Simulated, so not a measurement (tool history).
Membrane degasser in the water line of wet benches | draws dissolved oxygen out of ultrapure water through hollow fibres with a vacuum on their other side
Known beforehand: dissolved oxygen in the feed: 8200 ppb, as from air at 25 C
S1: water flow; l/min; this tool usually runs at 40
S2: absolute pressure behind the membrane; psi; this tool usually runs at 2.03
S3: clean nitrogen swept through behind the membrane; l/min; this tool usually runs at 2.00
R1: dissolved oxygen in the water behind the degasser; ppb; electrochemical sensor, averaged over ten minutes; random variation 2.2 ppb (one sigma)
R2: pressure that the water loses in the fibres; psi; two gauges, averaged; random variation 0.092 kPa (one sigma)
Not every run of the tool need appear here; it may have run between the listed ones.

Run 1, hour 0.0: usual settings. Result: R1 649.3 ppb, R2 4.975 psi.
Run 2, hour 105.3: usual settings but S1 54 l/min. Result: R1 883.4 ppb, R2 6.717 psi.
Run 3, hour 264.3: usual settings but S1 54 l/min, S3 3.96 l/min. Result: R1 641.6 ppb, R2 6.721 psi.
Run 4, hour 421.1: usual settings but S3 3.48 l/min. Result: R1 484.8 ppb, R2 4.966 psi.
Run 5, hour 533.3: usual settings but S2 1.65 psi. Result: R1 555.0 ppb, R2 4.999 psi.
Run 6, hour 642.7: usual settings but S2 1.65 psi. Result: R1 553.9 ppb, R2 4.985 psi.
At hour 652.5: vacuum gauge calibrated.
Run 7, hour 767.7: usual settings but S2 1.65 psi. Result: R1 563.7 ppb, R2 4.976 psi.
Run 8, hour 933.3: usual settings but S2 1.65 psi. Result: R1 565.9 ppb, R2 4.986 psi.
Run 9, hour 1146.1: usual settings but S1 53 l/min, S3 2.85 l/min. Result: R1 738.8 ppb, R2 6.614 psi.
Run 10, hour 1335.5: usual settings but S1 50 l/min, S2 1.77 psi, S3 1.79 l/min. Result: R1 800.3 ppb, R2 6.235 psi.
Run 11, hour 1484.3: usual settings but S1 61 l/min, S3 1.82 l/min. Result: R1 1066.3 ppb, R2 7.599 psi.
Run 12, hour 1684.0: usual settings but S1 61 l/min, S3 1.82 l/min. Result: R1 1075.9 ppb, R2 7.638 psi.
At hour 1842.1: vacuum gauge calibrated, once more.
Run 13, hour 1858.0: usual settings but S1 61 l/min, S3 1.82 l/min. Result: R1 1044.4 ppb, R2 7.665 psi.
Run 14, hour 2012.9: usual settings but S1 61 l/min, S3 1.82 l/min. Result: R1 1040.4 ppb, R2 7.636 psi.

Branching from run 14: 5 alternative next runs. What would each branch give?
Run A, hour 2191.7: usual settings but S1 30 l/min, S2 3.03 psi, S3 4.04 l/min. Result: R1 ?, R2 ?.
Run B, hour 2191.7: usual settings but S1 37 l/min, S2 4.09 psi, S3 2.65 l/min. Result: R1 ?, R2 ?.
Run C, hour 2191.7: usual settings but S1 27 l/min, S2 1.99 psi, S3 1.82 l/min. Result: R1 ?, R2 ?.
Run D, hour 2191.7: usual settings but S1 61 l/min, S2 1.32 psi, S3 1.82 l/min. Result: R1 ?, R2 ?.
Run E, hour 2191.7: usual settings but S1 33 l/min, S2 2.22 psi, S3 2.18 l/min. Result: R1 ?, R2 ?.

run     R1     R2
  A  423.4  3.774
  B  898.9  4.630
  C  441.3  3.392
  D  764.9  7.632
  E  539.8  4.136
The same runs, with their run-to-run variation unchanged, on a tool lacking any hidden condition would have given:
run     R1     R2
  A  415.3  3.732
  B  888.0  4.577
  C  433.9  3.353
  D  751.3  7.546
  E  531.1  4.090
